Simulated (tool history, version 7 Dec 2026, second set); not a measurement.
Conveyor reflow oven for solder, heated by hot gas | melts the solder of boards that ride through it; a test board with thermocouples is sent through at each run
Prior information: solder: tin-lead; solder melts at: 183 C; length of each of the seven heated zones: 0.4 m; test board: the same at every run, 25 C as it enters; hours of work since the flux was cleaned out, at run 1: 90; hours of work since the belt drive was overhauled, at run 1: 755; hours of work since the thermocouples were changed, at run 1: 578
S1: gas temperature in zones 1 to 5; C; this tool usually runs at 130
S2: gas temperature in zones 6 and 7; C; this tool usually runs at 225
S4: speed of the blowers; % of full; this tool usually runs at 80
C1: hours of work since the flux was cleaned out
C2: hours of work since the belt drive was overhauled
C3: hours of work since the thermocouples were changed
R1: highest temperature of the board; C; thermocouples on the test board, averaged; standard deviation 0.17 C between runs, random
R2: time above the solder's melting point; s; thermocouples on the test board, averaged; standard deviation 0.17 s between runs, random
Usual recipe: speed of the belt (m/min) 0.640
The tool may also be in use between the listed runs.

{"run": 1, "hour": 0.0, "S1": 130, "S2": 225, "speed of the belt (m/min)": 0.64, "S4": 80, "C1": 90, "C2": 755, "C3": 578, "R1": 212.6, "R2": 50.7}
{"run": 2, "hour": 29.8, "S1": 130, "S2": 225, "speed of the belt (m/min)": 0.64, "S4": 80, "C1": 108, "C2": 774, "C3": 597, "R1": 212.2, "R2": 50.6}
{"run": 3, "hour": 55.8, "S1": 130, "S2": 225, "speed of the belt (m/min)": 0.64, "S4": 80, "C1": 125, "C2": 790, "C3": 613, "R1": 212.4, "R2": 50.8}
{"run": 4, "hour": 75.4, "S1": 130, "S2": 225, "speed of the belt (m/min)": 0.64, "S4": 67, "C1": 137, "C2": 802, "C3": 625, "R1": 209.2, "R2": 46.5}
{"run": 5, "hour": 109.7, "S1": 130, "S2": 225, "speed of the belt (m/min)": 0.64, "S4": 67, "C1": 158, "C2": 824, "C3": 647, "R1": 208.9, "R2": 46.5}
{"run": 6, "hour": 141.2, "S1": 130, "S2": 225, "speed of the belt (m/min)": 0.64, "S4": 61, "C1": 178, "C2": 843, "C3": 667, "R1": 206.9, "R2": 44.0}
{"run": 7, "hour": 169.9, "S1": 130, "S2": 225, "speed of the belt (m/min)": 0.64, "S4": 61, "C1": 196, "C2": 861, "C3": 684, "R1": 207.1, "R2": 43.7}
{"run": 8, "hour": 193.6, "S1": 130, "S2": 225, "speed of the belt (m/min)": 0.628, "S4": 80, "C1": 211, "C2": 876, "C3": 699, "R1": 212.3, "R2": 51.8}
{"hour": 203.8, "done": "flux residue cleaned out of gas plates and filters"}
{"run": 9, "hour": 227.1, "S1": 130, "S2": 225, "speed of the belt (m/min)": 0.64, "S4": 59, "C1": 15, "C2": 894, "C3": 717, "R1": 207.9, "R2": 44.7}
{"hour": 251.5, "done": "belt drive overhauled, speed set with a stopwatch"}
{"run": 10, "hour": 256.4, "S1": 130, "S2": 225, "speed of the belt (m/min)": 0.64, "S4": 59, "C1": 30, "C2": 3, "C3": 733, "R1": 207.7, "R2": 44.0}
{"run": 11, "hour": 276.6, "S1": 130, "S2": 225, "speed of the belt (m/min)": 0.64, "S4": 58, "C1": 43, "C2": 16, "C3": 745, "R1": 206.9, "R2": 43.4}
{"run": 12, "hour": 310.6, "S1": 130, "S2": 225, "speed of the belt (m/min)": 0.64, "S4": 58, "C1": 64, "C2": 37, "C3": 767, "R1": 207.2, "R2": 43.7}
{"run": 13, "hour": 325.4, "S1": 130, "S2": 225, "speed of the belt (m/min)": 0.64, "S4": 58, "C1": 73, "C2": 46, "C3": 776, "R1": 207.0, "R2": 43.1}
{"run": 14, "hour": 356.2, "S1": 130, "S2": 225, "speed of the belt (m/min)": 0.64, "S4": 80, "C1": 93, "C2": 65, "C3": 795, "R1": 212.9, "R2": 50.9}
{"run": 15, "hour": 381.1, "S1": 130, "S2": 225, "speed of the belt (m/min)": 0.64, "S4": 80, "C1": 108, "C2": 81, "C3": 811, "R1": 212.7, "R2": 51.0}
{"run": 16, "hour": 411.9, "S1": 123, "S2": 225, "speed of the belt (m/min)": 0.64, "S4": 60, "C1": 127, "C2": 100, "C3": 830, "R1": 206.2, "R2": 40.5}
{"run": 17, "hour": 442.6, "S1": 123, "S2": 225, "speed of the belt (m/min)": 0.64, "S4": 60, "C1": 147, "C2": 119, "C3": 849, "R1": 205.8, "R2": 40.4}
{"run": 18, "hour": 469.3, "S1": 123, "S2": 225, "speed of the belt (m/min)": 0.64, "S4": 60, "C1": 163, "C2": 136, "C3": 866, "R1": 205.6, "R2": 40.5}
{"run": 19, "hour": 498.8, "S1": 130, "S2": 225, "speed of the belt (m/min)": 0.743, "S4": 68, "C1": 182, "C2": 154, "C3": 884, "R1": 204.3, "R2": 34.1}
{"run": 20, "hour": 524.5, "S1": 139, "S2": 225, "speed of the belt (m/min)": 0.64, "S4": 66, "C1": 198, "C2": 170, "C3": 900, "R1": 210.4, "R2": 50.8}
{"hour": 556.0, "done": "flux residue cleaned out of gas plates and filters"}
{"run": 21, "hour": 562.4, "S1": 139, "S2": 225, "speed of the belt (m/min)": 0.64, "S4": 66, "C1": 4, "C2": 191, "C3": 921, "R1": 211.9, "R2": 52.3}
{"run": 22, "hour": 587.0, "S1": 139, "S2": 225, "speed of the belt (m/min)": 0.64, "S4": 66, "C1": 19, "C2": 206, "C3": 936, "R1": 211.5, "R2": 52.2}
{"run": 23, "hour": 621.0, "S1": 139, "S2": 225, "speed of the belt (m/min)": 0.64, "S4": 86, "C1": 41, "C2": 228, "C3": 957, "R1": 216.1, "R2": 56.6}
{"run": 24, "hour": 653.2, "S1": 130, "S2": 225, "speed of the belt (m/min)": 0.671, "S4": 80, "C1": 61, "C2": 248, "C3": 977, "R1": 212.0, "R2": 47.0}
{"run": 25, "hour": 670.9, "S1": 130, "S2": 215, "speed of the belt (m/min)": 0.702, "S4": 80, "C1": 72, "C2": 259, "C3": 988, "R1": 202.2, "R2": 35.8}
{"run": 26, "hour": 704.5, "S1": 140, "S2": 225, "speed of the belt (m/min)": 0.64, "S4": 80, "C1": 93, "C2": 280, "C3": 1009, "R1": 214.9, "R2": 56.2}
{"run": 27, "hour": 737.2, "S1": 140, "S2": 227, "speed of the belt (m/min)": 0.702, "S4": 79, "C1": 113, "C2": 300, "C3": 1030, "R1": 213.7, "R2": 49.1}
{"run": 28, "hour": 763.9, "S1": 140, "S2": 227, "speed of the belt (m/min)": 0.702, "S4": 79, "C1": 130, "C2": 317, "C3": 1047, "R1": 213.6, "R2": 49.2}
{"run": 29, "hour": 794.0, "S1": 140, "S2": 227, "speed of the belt (m/min)": 0.702, "S4": 79, "C1": 149, "C2": 336, "C3": 1065, "R1": 213.3, "R2": 49.2}
{"hour": 798.9, "done": "thermocouples of zones 6 and 7 changed"}
{"run": 30, "hour": 810.3, "S1": 130, "S2": 225, "speed of the belt (m/min)": 0.614, "S4": 80, "C1": 158, "C2": 345, "C3": 7, "R1": 212.1, "R2": 52.5}

Predict each of these 3 candidate next runs independently; none follows another, all start after run 30:
{"run": "A", "hour": 838.0, "S1": 143, "S2": 225, "speed of the belt (m/min)": 0.614, "S4": 68, "C1": 175, "C2": 362, "C3": 24, "R1": "?", "R2": "?"}
{"run": "B", "hour": 838.0, "S1": 115, "S2": 221, "speed of the belt (m/min)": 0.614, "S4": 80, "C1": 175, "C2": 362, "C3": 24, "R1": "?", "R2": "?"}
{"run": "C", "hour": 838.0, "S1": 130, "S2": 225, "speed of the belt (m/min)": 0.64, "S4": 84, "C1": 175, "C2": 362, "C3": 24, "R1": "?", "R2": "?"}

run=A R1=211.3 R2=55.6
run=B R1=206.0 R2=42.3
run=C R1=211.3 R2=49.9
Take away the tool's hidden state, keep each run's random variation, and the runs would have read:
run=A R1=212.0 R2=56.3
run=B R1=207.0 R2=43.8
run=C R1=212.3 R2=51.0

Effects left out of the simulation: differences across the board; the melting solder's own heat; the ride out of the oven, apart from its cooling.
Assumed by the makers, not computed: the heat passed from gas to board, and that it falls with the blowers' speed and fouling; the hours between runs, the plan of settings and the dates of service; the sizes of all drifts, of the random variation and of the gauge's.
